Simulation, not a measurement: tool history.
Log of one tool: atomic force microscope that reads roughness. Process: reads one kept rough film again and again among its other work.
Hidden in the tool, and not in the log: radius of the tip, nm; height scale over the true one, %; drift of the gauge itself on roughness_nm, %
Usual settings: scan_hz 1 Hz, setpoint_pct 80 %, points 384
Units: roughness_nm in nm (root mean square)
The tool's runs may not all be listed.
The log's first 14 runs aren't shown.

run	hour	scan_hz	setpoint_pct	points	pictures with this tip	hours of work since the height scale was calibrated	roughness_nm
15	469.4	3.32	80	384	345	697	0.645
16	493.4	3.32	80	609	373	707	0.665
# hour 512.6: new tip fitted
17	529.6	3.32	80	609	20	722	0.655
18	552.1	1	86	384	45	731	0.715
19	584.7	1.35	80	420	82	745	0.722
20	620.7	1.35	80	420	124	759	0.719
21	668.3	1.35	80	420	178	779	0.719
22	717.1	1.21	58	480	233	799	0.768
23	743.6	2.76	80	384	264	810	0.667
24	770.2	3.58	80	357	294	821	0.642
25	809	1.25	56	781	338	837	0.769
26	853.7	1	73	384	389	855	0.756
# hour 858.1: new tip fitted
27	886.9	1	73	384	33	868	0.742
28	918.9	1.37	70	384	69	881	0.748
29	954.1	1.37	70	384	109	896	0.743
30	992	1.37	70	760	152	911	0.758
31	1021.3	1	80	508	186	924	0.747
32	1066.7	1.69	76	274	238	942	0.701
33	1088.4	1	87	283	262	951	0.707
34	1109.5	0.66	66	382	286	960	0.764
35	1139.4	1.12	66	382	321	972	0.748

Forecast each of these 5 alternatives for the next run:
A	1166.5	1.64	86	434	351	983	?
B	1166.5	0.77	80	405	351	983	?
C	1166.5	2.24	86	704	351	983	?
D	1166.5	1.26	80	384	351	983	?
E	1166.5	3.18	58	322	351	983	?

run	roughness_nm
A	0.695
B	0.744
C	0.665
D	0.73
E	0.735
Without the tool's hidden state the same runs would have given:
run	roughness_nm
A	0.697
B	0.746
C	0.667
D	0.732
E	0.737
